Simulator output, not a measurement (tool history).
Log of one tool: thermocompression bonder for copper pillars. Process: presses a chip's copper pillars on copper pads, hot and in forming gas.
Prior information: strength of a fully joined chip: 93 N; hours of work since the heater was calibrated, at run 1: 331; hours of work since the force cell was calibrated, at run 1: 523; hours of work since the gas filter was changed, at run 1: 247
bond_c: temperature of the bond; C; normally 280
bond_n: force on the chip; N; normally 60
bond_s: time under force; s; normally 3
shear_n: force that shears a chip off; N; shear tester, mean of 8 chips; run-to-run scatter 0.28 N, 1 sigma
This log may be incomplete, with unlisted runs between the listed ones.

| run | hour | bond_c | bond_n | bond_s | hours of work since the heater was calibrated | hours of work since the force cell was calibrated | hours of work since the gas filter was changed | shear_n |
|---|---|---|---|---|---|---|---|---|
| 1 | 0.0 | 280 | 60 | 3 | 331 | 523 | 247 | 55.0 |
| 2 | 7.8 | 280 | 42 | 3 | 335 | 527 | 251 | 45.9 |
| 3 | 25.6 | 280 | 42 | 3 | 343 | 536 | 259 | 45.3 |
| 4 | 43.2 | 280 | 42 | 3 | 352 | 544 | 268 | 45.0 |
| 5 | 60.0 | 280 | 42 | 3 | 360 | 552 | 276 | 45.6 |
| 6 | 73.9 | 280 | 42 | 3 | 367 | 559 | 283 | 45.1 |
| 7 | 82.2 | 280 | 42 | 3 | 371 | 563 | 287 | 45.1 |
| 8 | 91.3 | 280 | 60 | 3 | 375 | 567 | 291 | 54.4 |
| 9 | 110.0 | 280 | 60 | 3 | 384 | 576 | 300 | 54.2 |
| 10 | 122.7 | 280 | 60 | 3 | 390 | 583 | 306 | 54.0 |
| 11 | 132.4 | 280 | 60 | 3 | 395 | 587 | 311 | 53.7 |
| 12 | 144.3 | 280 | 60 | 3 | 401 | 593 | 317 | 54.0 |
| 13 | 162.1 | 280 | 79 | 3 | 409 | 602 | 325 | 61.1 |
| 14 | 170.0 | 280 | 79 | 3 | 413 | 605 | 329 | 61.2 |
| 15 | 183.4 | 280 | 79 | 3 | 420 | 612 | 336 | 59.9 |
| 16 | 201.2 | 280 | 79 | 3 | 428 | 620 | 344 | 60.2 |
|  | 205.9 | forming gas filter changed |
| 17 | 216.1 | 283 | 39 | 3 | 435 | 627 | 5 | 48.7 |
| 18 | 226.1 | 283 | 39 | 3 | 440 | 632 | 10 | 48.3 |
| 19 | 236.0 | 283 | 39 | 3 | 445 | 637 | 15 | 48.1 |
| 20 | 244.5 | 280 | 60 | 5 | 449 | 641 | 19 | 65.9 |
| 21 | 253.6 | 280 | 60 | 5 | 453 | 646 | 23 | 66.3 |
| 22 | 269.9 | 280 | 60 | 2 | 461 | 653 | 31 | 50.7 |
| 23 | 286.0 | 280 | 60 | 2 | 469 | 661 | 39 | 50.9 |
| 24 | 301.7 | 307 | 42 | 3 | 477 | 669 | 46 | 65.9 |
| 25 | 320.1 | 253 | 42 | 3 | 486 | 678 | 55 | 30.8 |
| 26 | 328.8 | 257 | 60 | 2 | 490 | 682 | 59 | 35.4 |
| 27 | 346.7 | 253 | 76 | 4 | 498 | 691 | 68 | 48.3 |
| 28 | 358.5 | 305 | 48 | 2 | 504 | 696 | 74 | 60.5 |
| 29 | 372.1 | 288 | 42 | 5 | 511 | 703 | 80 | 61.9 |
| 30 | 384.8 | 288 | 42 | 5 | 517 | 709 | 87 | 60.6 |
| 31 | 395.5 | 280 | 78 | 3 | 522 | 714 | 92 | 63.6 |

Each run again, without the hidden state but with its own random variation kept:
Hidden conditions of the tool in this case: true temperature of the bond over the reading, C; force that reaches the chip, % of what is set; oxide that the forming gas leaves, % of the face; drift of the gauge itself on shear_n, %.
| run | shear_n |
|---|---|
| 1 | 58.4 |
| 2 | 48.8 |
| 3 | 48.3 |
| 4 | 48.1 |
| 5 | 48.8 |
| 6 | 48.3 |
| 7 | 48.4 |
| 8 | 58.5 |
| 9 | 58.4 |
| 10 | 58.2 |
| 11 | 58.0 |
| 12 | 58.4 |
| 13 | 66.2 |
| 14 | 66.4 |
| 15 | 65.2 |
| 16 | 65.6 |
| 17 | 49.0 |
| 18 | 48.6 |
| 19 | 48.4 |
| 20 | 66.4 |
| 21 | 66.9 |
| 22 | 51.3 |
| 23 | 51.7 |
| 24 | 66.8 |
| 25 | 31.5 |
| 26 | 36.2 |
| 27 | 49.5 |
| 28 | 61.8 |
| 29 | 63.4 |
| 30 | 62.2 |
| 31 | 65.3 |
